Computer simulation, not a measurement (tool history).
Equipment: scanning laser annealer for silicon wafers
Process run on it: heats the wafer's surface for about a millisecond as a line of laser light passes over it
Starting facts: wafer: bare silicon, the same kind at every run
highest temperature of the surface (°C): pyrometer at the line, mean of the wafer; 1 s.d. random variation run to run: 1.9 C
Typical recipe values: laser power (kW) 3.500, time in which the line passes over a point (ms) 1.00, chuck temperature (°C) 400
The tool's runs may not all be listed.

run	hour	laser power (kW)	time in which the line passes over a point (ms)	chuck temperature (°C)	highest temperature of the surface (°C)
1	0.0	3.500	1.00	400	1180
2	53.7	3.500	1.00	400	1181
3	155.3	3.500	1.00	400	1180
4	223.3	3.365	1.00	400	1144
5	304.6	3.365	1.00	400	1141
6	378.9	3.365	1.00	400	1141
# hour 426.8: window over the wafer cleaned
7	449.0	3.365	1.00	400	1155
8	493.9	3.500	1.00	400	1189
9	569.1	3.500	1.00	400	1185
10	638.3	3.500	1.00	400	1182
11	693.3	3.500	1.00	400	1179
12	742.3	3.500	1.00	400	1181
13	812.5	3.500	1.00	400	1177
14	885.4	3.500	1.00	388	1164
15	951.6	3.500	1.00	368	1142
16	1038.4	3.500	1.00	368	1143
17	1134.9	3.179	1.18	400	1152
18	1180.3	3.013	0.75	400	963
19	1232.0	3.013	0.75	400	962
# hour 1255.6: window over the wafer cleaned
20	1286.6	3.013	0.75	400	971
21	1373.7	3.013	0.75	400	968
22	1452.9	3.013	0.75	400	968
# hour 1496.0: optics aligned, line set to its width
23	1540.0	3.363	1.12	360	1159
24	1634.1	3.363	1.08	360	1142
25	1678.7	3.363	1.08	360	1146
26	1724.1	3.414	0.76	427	1097
27	1792.4	3.414	0.76	427	1089
28	1888.0	3.361	0.76	390	1043
29	1941.8	3.361	0.76	390	1041
30	2042.1	3.500	1.12	409	1234
# hour 2089.3: window over the wafer cleaned
31	2129.3	3.500	1.12	409	1251

For each run, the measured value with the value that run would have given without the tool's hidden condition subtracted. The run-to-run variation is shared by both, the gauge scatter possibly not:
Hidden conditions of the tool in this case: light that passes the window, % of a clean one's; laser's true power over the reading, %; width of the line over the set one, %; drift of the gauge itself on peak_c, C.
run	highest temperature of the surface (°C)
1	-20
2	-22
3	-24
4	-25
5	-27
6	-29
7	-16
8	-17
9	-20
10	-22
11	-23
12	-24
13	-26
14	-28
15	-29
16	-31
17	-32
18	-26
19	-26
20	-17
21	-19
22	-20
23	-14
24	-16
25	-17
26	-16
27	-17
28	-19
29	-20
30	-28
31	-10

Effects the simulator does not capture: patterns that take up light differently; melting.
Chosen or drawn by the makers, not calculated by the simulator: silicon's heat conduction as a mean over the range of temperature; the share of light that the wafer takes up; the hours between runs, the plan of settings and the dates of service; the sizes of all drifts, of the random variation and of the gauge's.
